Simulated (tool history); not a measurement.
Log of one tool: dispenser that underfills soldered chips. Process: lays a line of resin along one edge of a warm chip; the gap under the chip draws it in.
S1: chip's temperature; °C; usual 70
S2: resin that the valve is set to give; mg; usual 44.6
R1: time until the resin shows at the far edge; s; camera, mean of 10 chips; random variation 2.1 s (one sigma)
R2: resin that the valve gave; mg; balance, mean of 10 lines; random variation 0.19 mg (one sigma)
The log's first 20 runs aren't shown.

run   hour  S1    S2     R1     R2
 21  134.9  56  46.7  596.6  46.05
 22  138.9  56  50.8  715.5  50.23
     142.2  -- new syringe of resin
 23  148.7  69  43.8  265.1  42.82
 24  154.2  72  54.5  295.9  53.17
     157.8  -- new syringe of resin
 25  159.8  61  45.0  327.8  44.03
 26  167.4  61  58.0  464.6  56.80
     173.3  -- new syringe of resin
 27  175.4  69  38.7  223.7  37.30
 28  180.4  69  38.7  281.9  37.55
     189.1  -- new syringe of resin
 29  190.3  70  57.0  193.9  54.92
 30  200.0  70  57.0  306.3  55.15
     204.8  -- new syringe of resin
 31  207.3  66  43.0  252.5  40.81
 32  214.8  71  49.6  274.9  47.04
     220.2  -- new syringe of resin
 33  223.4  64  49.0  290.3  46.35
     233.0  -- dispensing valve cleaned and set on the balance
 34  233.9  62  49.0  510.1  49.02
     237.1  -- new syringe of resin
 35  240.4  71  45.7  199.5  45.23

Forecast each of these 4 alternatives for the next run:
  A  245.3  79  45.0   ?   ?
  B  245.3  73  48.7   ?   ?
  C  245.3  84  49.8   ?   ?
  D  245.3  63  49.0   ?   ?

run     R1     R2
  A  167.0  44.94
  B  225.1  48.31
  C  129.6  49.11
  D  388.9  48.34
Without the tool's hidden state the same runs would have given:
run     R1     R2
  A  129.2  45.38
  B  175.2  48.78
  C   99.9  49.59
  D  305.3  48.81
